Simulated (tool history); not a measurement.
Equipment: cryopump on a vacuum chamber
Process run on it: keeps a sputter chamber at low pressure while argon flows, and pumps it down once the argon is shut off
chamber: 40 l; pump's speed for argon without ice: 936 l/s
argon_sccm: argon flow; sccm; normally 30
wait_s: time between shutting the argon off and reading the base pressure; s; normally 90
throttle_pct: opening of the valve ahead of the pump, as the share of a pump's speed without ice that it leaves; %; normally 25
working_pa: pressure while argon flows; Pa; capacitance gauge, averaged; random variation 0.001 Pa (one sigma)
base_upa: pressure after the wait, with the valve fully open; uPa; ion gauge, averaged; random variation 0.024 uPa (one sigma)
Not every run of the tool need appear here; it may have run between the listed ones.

run   hour  argon_sccm  wait_s  throttle_pct  working_pa  base_upa
  1      0          30      90            25      0.2196      1.12
  2   30.8          30      90            25      0.2182      1.13
  3   61.2          30      90            25      0.2218      1.15
  4   80.5          30      90            25      0.2194       1.2
  5  108.9          30      90            25      0.2208      1.18
  6  127.8          44      90            38       0.215      1.24
  7    149          44      90            38      0.2154      1.28
  8  193.1          27     106            27      0.1843      1.12
  9  234.5          31      26            27      0.2124      2.49
 10  266.4          30      90            39      0.1454      1.21

Consider 5 possible next runs. They are alternatives, not a sequence: every one starts from the tool as it was left by run 10. What does each give?
  A  294.1          30      90            51           ?         ?
  B  294.1          52      90            35           ?         ?
  C  294.1          59      86            46           ?         ?
  D  294.1          20      90            42           ?         ?
  E  294.1          30      90            23           ?         ?

run  working_pa  base_upa
  A      0.1129      1.26
  B      0.2778      1.24
  C      0.2439      1.25
  D      0.0897      1.24
  E      0.2442      1.23
The same runs, with their run-to-run variation unchanged, on a tool lacking any hidden condition would have given:
run  working_pa  base_upa
  A      0.1068      0.88
  B      0.2673      0.85
  C      0.2321      0.88
  D      0.0857      0.86
  E      0.2382      0.84

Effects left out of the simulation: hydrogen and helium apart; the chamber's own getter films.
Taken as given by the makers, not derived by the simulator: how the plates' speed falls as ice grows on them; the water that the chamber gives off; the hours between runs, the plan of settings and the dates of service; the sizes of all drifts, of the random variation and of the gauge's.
